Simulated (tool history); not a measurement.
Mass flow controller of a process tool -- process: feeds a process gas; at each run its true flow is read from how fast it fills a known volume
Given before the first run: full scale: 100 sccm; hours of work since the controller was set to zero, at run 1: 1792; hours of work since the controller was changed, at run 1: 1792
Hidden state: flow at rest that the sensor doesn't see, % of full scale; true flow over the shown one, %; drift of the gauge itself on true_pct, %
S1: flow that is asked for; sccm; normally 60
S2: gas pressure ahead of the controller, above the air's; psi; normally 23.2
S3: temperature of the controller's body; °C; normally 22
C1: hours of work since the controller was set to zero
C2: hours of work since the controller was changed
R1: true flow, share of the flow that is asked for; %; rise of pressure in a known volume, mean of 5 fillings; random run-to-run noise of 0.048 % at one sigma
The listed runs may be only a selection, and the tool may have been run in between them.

Run 1, hour 0.0: usual settings; C1 1792; C2 1792. Result: R1 99.33 %.
Run 2, hour 148.2: usual settings; C1 1888; C2 1888. Result: R1 99.34 %.
Run 3, hour 240.3: usual settings; C1 1948; C2 1948. Result: R1 99.31 %.
Run 4, hour 408.9: usual settings; C1 2058; C2 2058. Result: R1 99.23 %.
Run 5, hour 548.8: usual settings; C1 2149; C2 2149. Result: R1 99.28 %.
Run 6, hour 720.9: usual settings; C1 2261; C2 2261. Result: R1 99.35 %.
Run 7, hour 843.6: usual settings; C1 2341; C2 2341. Result: R1 99.47 %.
Run 8, hour 1034.6: usual settings; C1 2465; C2 2465. Result: R1 99.29 %.
Run 9, hour 1135.6: usual settings but S2 24.5 psi; C1 2531; C2 2531. Result: R1 99.33 %.
Run 10, hour 1321.7: usual settings but S2 24.5 psi; C1 2652; C2 2652. Result: R1 99.41 %.
Run 11, hour 1477.2: usual settings but S2 24.5 psi; C1 2753; C2 2753. Result: R1 99.47 %.
Run 12, hour 1660.3: usual settings; C1 2872; C2 2872. Result: R1 99.39 %.
Run 13, hour 1795.7: usual settings; C1 2960; C2 2960. Result: R1 99.40 %.
Run 14, hour 1920.8: usual settings; C1 3042; C2 3042. Result: R1 99.37 %.
Run 15, hour 2012.3: usual settings; C1 3101; C2 3101. Result: R1 99.35 %.
Run 16, hour 2115.6: usual settings; C1 3169; C2 3169. Result: R1 99.39 %.
Run 17, hour 2315.0: usual settings but S1 11 sccm; C1 3298; C2 3298. Result: R1 93.85 %.
Run 18, hour 2412.0: usual settings but S1 11 sccm; C1 3362; C2 3362. Result: R1 93.75 %.
Run 19, hour 2542.2: usual settings but S1 11 sccm; C1 3446; C2 3446. Result: R1 93.73 %.
Run 20, hour 2638.5: usual settings but S1 11 sccm; C1 3509; C2 3509. Result: R1 93.66 %.
Run 21, hour 2787.5: usual settings but S1 12 sccm; C1 3606; C2 3606. Result: R1 94.07 %.
Run 22, hour 2974.9: usual settings but S1 12 sccm; C1 3728; C2 3728. Result: R1 93.78 %.
Run 23, hour 3120.4: usual settings but S1 29 sccm; C1 3823; C2 3823. Result: R1 97.47 %.
Run 24, hour 3260.5: usual settings but S1 29 sccm; C1 3914; C2 3914. Result: R1 97.45 %.
Run 25, hour 3421.8: usual settings but S2 33.4 psi, S3 24 °C; C1 4019; C2 4019. Result: R1 99.50 %.
Run 26, hour 3534.0: usual settings but S1 70 sccm, S2 24.4 psi; C1 4092; C2 4092. Result: R1 99.97 %.
Run 27, hour 3730.9: usual settings but S1 10 sccm, S2 36.8 psi; C1 4220; C2 4220. Result: R1 92.29 %.
Run 28, hour 3888.4: usual settings but S1 10 sccm, S2 22.2 psi, S3 26 °C; C1 4322; C2 4322. Result: R1 91.62 %.
Run 29, hour 4086.3: usual settings but S1 16 sccm, S2 23.8 psi, S3 37 °C; C1 4451; C2 4451. Result: R1 93.35 %.
Run 30, hour 4279.4: usual settings but S1 28 sccm, S2 31.5 psi, S3 37 °C; C1 4577; C2 4577. Result: R1 95.81 %.
Run 31, hour 4373.1: usual settings but S1 18 sccm, S2 31.2 psi, S3 36 °C; C1 4638; C2 4638. Result: R1 93.93 %.
Run 32, hour 4570.8: usual settings but S1 18 sccm, S2 31.2 psi, S3 36 °C; C1 4766; C2 4766. Result: R1 93.94 %.
Run 33, hour 4779.6: usual settings but S1 18 sccm, S2 31.2 psi, S3 36 °C; C1 4902; C2 4902. Result: R1 93.90 %.
Run 34, hour 4989.0: usual settings but S1 18 sccm, S2 31.2 psi, S3 36 °C; C1 5039; C2 5039. Result: R1 93.72 %.
Run 35, hour 5114.0: usual settings but S1 15 sccm, S3 32 °C; C1 5120; C2 5120. Result: R1 93.01 %.
Run 36, hour 5225.5: usual settings but S1 26 sccm, S2 34.2 psi, S3 37 °C; C1 5193; C2 5193. Result: R1 95.39 %.
Run 37, hour 5417.7: usual settings but S1 11 sccm, S2 39.5 psi, S3 34 °C; C1 5318; C2 5318. Result: R1 90.59 %.
Run 38, hour 5631.8: usual settings but S1 11 sccm, S2 39.5 psi, S3 34 °C; C1 5457; C2 5457. Result: R1 90.45 %.
Run 39, hour 5765.7: usual settings but S1 18 sccm, S2 31.9 psi; C1 5544; C2 5544. Result: R1 94.94 %.
Run 40, hour 5916.6: usual settings but S1 42 sccm, S2 39.9 psi, S3 27 °C; C1 5642; C2 5642. Result: R1 98.20 %.
Run 41, hour 6094.1: usual settings but S1 77 sccm, S2 39.9 psi, S3 34 °C; C1 5758; C2 5758. Result: R1 99.50 %.
Run 42, hour 6287.4: usual settings but S1 77 sccm, S2 39.9 psi, S3 34 °C; C1 5884; C2 5884. Result: R1 99.47 %.
Run 43, hour 6418.8: usual settings but S1 76 sccm; C1 5969; C2 5969. Result: R1 100.50 %.
Run 44, hour 6512.6: usual settings but S1 76 sccm, S2 39.3 psi, S3 34 °C; C1 6030; C2 6030. Result: R1 99.51 %.
Run 45, hour 6611.4: usual settings but S1 76 sccm, S2 39.3 psi, S3 34 °C; C1 6094; C2 6094. Result: R1 99.48 %.
Run 46, hour 6705.1: usual settings but S1 26 sccm, S2 39.3 psi, S3 25 °C; C1 6155; C2 6155. Result: R1 96.40 %.
Run 47, hour 6859.4: usual settings but S1 26 sccm, S2 39.3 psi, S3 25 °C; C1 6256; C2 6256. Result: R1 96.38 %.
Run 48, hour 6983.9: usual settings but S1 93 sccm, S2 34.7 psi, S3 37 °C; C1 6337; C2 6337. Result: R1 99.92 %.

Measured minus without-hidden-state, run by run (identical run-to-run variation in each term; gauge scatter may differ):
run     R1
  1  +0.23
  2  +0.23
  3  +0.24
  4  +0.25
  5  +0.26
  6  +0.27
  7  +0.28
  8  +0.29
  9  +0.29
 10  +0.31
 11  +0.32
 12  +0.33
 13  +0.34
 14  +0.35
 15  +0.36
 16  +0.37
 17  -3.84
 18  -3.90
 19  -4.00
 20  -4.05
 21  -3.69
 22  -3.81
 23  -0.73
 24  -0.75
 25  +0.44
 26  +0.62
 27  -5.48
 28  -5.61
 29  -2.97
 30  -0.98
 31  -2.55
 32  -2.61
 33  -2.69
 34  -2.77
 35  -3.76
 36  -1.36
 37  -6.07
 38  -6.21
 39  -3.02
 40  -0.10
 41  +0.93
 42  +0.95
 43  +0.95
 44  +0.95
 45  +0.97
 46  -1.61
 47  -1.64
 48  +1.25
